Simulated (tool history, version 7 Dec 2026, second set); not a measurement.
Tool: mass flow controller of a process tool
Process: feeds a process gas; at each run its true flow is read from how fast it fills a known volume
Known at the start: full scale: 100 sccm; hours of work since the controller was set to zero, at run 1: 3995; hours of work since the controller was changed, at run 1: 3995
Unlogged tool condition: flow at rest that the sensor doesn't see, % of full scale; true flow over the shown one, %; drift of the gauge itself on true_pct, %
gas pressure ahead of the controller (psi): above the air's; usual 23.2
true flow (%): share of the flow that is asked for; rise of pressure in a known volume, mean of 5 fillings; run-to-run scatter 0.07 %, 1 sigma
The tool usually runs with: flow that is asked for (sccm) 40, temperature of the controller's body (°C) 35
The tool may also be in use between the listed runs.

| run | hour | flow that is asked for (sccm) | gas pressure ahead of the controller (psi) | temperature of the controller's body (°C) | hours of work since the controller was set to zero | hours of work since the controller was changed | true flow (%) |
|---|---|---|---|---|---|---|---|
| 1 | 0.0 | 40 | 23.2 | 35 | 3995 | 3995 | 98.14 |
| 2 | 153.6 | 53 | 23.2 | 35 | 4108 | 4108 | 98.29 |
| 3 | 285.0 | 40 | 23.2 | 35 | 4205 | 4205 | 98.14 |
| 4 | 491.9 | 40 | 23.2 | 35 | 4357 | 4357 | 98.23 |
| 5 | 763.8 | 40 | 34.2 | 35 | 4557 | 4557 | 98.02 |
| 6 | 996.1 | 40 | 34.2 | 35 | 4728 | 4728 | 98.00 |
| 7 | 1227.8 | 22 | 23.2 | 35 | 4899 | 4899 | 97.92 |
| 8 | 1461.1 | 22 | 23.2 | 35 | 5070 | 5070 | 98.17 |
| 9 | 1613.7 | 40 | 23.2 | 24 | 5183 | 5183 | 99.35 |
| 10 | 1868.0 | 40 | 23.2 | 24 | 5370 | 5370 | 99.51 |
| 11 | 2029.7 | 40 | 23.2 | 24 | 5489 | 5489 | 99.32 |
| 12 | 2240.3 | 40 | 23.2 | 35 | 5644 | 5644 | 98.26 |
| 13 | 2409.9 | 40 | 23.2 | 35 | 5769 | 5769 | 98.44 |
| 14 | 2667.8 | 40 | 23.2 | 35 | 5958 | 5958 | 98.42 |
| 15 | 2808.4 | 40 | 23.2 | 35 | 6062 | 6062 | 98.33 |
|  | 2890.8 | controller's zero set anew |
| 16 | 3039.6 | 40 | 23.2 | 35 | 110 | 6232 | 98.53 |
| 17 | 3314.0 | 40 | 23.2 | 35 | 311 | 6434 | 98.34 |
| 18 | 3559.3 | 40 | 23.2 | 35 | 492 | 6614 | 98.50 |
| 19 | 3778.7 | 40 | 23.2 | 35 | 653 | 6776 | 98.51 |
| 20 | 3968.3 | 40 | 23.2 | 35 | 793 | 6915 | 98.55 |
| 21 | 4117.9 | 40 | 23.2 | 35 | 903 | 7025 | 98.44 |
| 22 | 4337.5 | 40 | 23.2 | 27 | 1065 | 7187 | 99.18 |
| 23 | 4546.7 | 40 | 23.2 | 35 | 1219 | 7341 | 98.38 |
| 24 | 4705.7 | 13 | 23.2 | 35 | 1336 | 7458 | 98.21 |
| 25 | 4918.6 | 43 | 23.2 | 35 | 1492 | 7615 | 98.64 |
| 26 | 5045.8 | 43 | 23.2 | 35 | 1586 | 7708 | 98.55 |
| 27 | 5257.5 | 18 | 25.8 | 35 | 1742 | 7864 | 98.20 |
| 28 | 5517.8 | 40 | 36.3 | 27 | 1933 | 8056 | 99.24 |
| 29 | 5721.9 | 40 | 36.3 | 32 | 2084 | 8206 | 98.76 |
| 30 | 5940.0 | 80 | 23.2 | 27 | 2244 | 8366 | 100.01 |
| 31 | 6119.5 | 80 | 23.2 | 27 | 2376 | 8498 | 100.05 |
| 32 | 6403.2 | 45 | 23.2 | 25 | 2585 | 8707 | 99.70 |
| 33 | 6644.6 | 13 | 23.2 | 35 | 2763 | 8885 | 98.15 |
| 34 | 6872.6 | 13 | 23.2 | 35 | 2930 | 9053 | 98.28 |
|  | 6910.8 | controller exchanged for a calibrated one |
| 35 | 7112.2 | 11 | 23.2 | 29 | 148 | 148 | 98.93 |
|  | 7133.6 | gauge calibrated |
| 36 | 7257.4 | 11 | 23.2 | 29 | 255 | 255 | 98.22 |
| 37 | 7451.4 | 34 | 23.8 | 35 | 398 | 398 | 98.04 |
| 38 | 7734.0 | 40 | 24.9 | 35 | 606 | 606 | 98.14 |
| 39 | 7993.6 | 76 | 24.9 | 35 | 797 | 797 | 98.84 |
| 40 | 8211.7 | 35 | 21.3 | 31 | 957 | 957 | 98.56 |
| 41 | 8458.5 | 16 | 21.3 | 28 | 1139 | 1139 | 98.56 |
| 42 | 8609.3 | 98 | 26.0 | 22 | 1250 | 1250 | 100.32 |
| 43 | 8788.1 | 98 | 26.0 | 22 | 1382 | 1382 | 100.42 |
| 44 | 8980.3 | 40 | 32.3 | 35 | 1523 | 1523 | 98.26 |
| 45 | 9191.5 | 43 | 23.2 | 38 | 1679 | 1679 | 98.01 |
| 46 | 9418.6 | 93 | 27.0 | 29 | 1846 | 1846 | 99.70 |
| 47 | 9608.0 | 18 | 23.2 | 35 | 1985 | 1985 | 98.06 |
| 48 | 9824.7 | 18 | 23.2 | 35 | 2145 | 2145 | 98.07 |

What if the next run were any one of these 3? Each begins from the tool's condition after run 48:
| A | 10092.1 | 40 | 37.0 | 28 | 2341 | 2341 | ? |
| B | 10092.1 | 48 | 21.8 | 35 | 2341 | 2341 | ? |
| C | 10092.1 | 95 | 27.1 | 35 | 2341 | 2341 | ? |

| run | true flow (%) |
|---|---|
| A | 98.86 |
| B | 98.58 |
| C | 99.30 |
With no hidden state in the tool, these same runs would have given:
| run | true flow (%) |
|---|---|
| A | 98.59 |
| B | 98.32 |
| C | 99.04 |

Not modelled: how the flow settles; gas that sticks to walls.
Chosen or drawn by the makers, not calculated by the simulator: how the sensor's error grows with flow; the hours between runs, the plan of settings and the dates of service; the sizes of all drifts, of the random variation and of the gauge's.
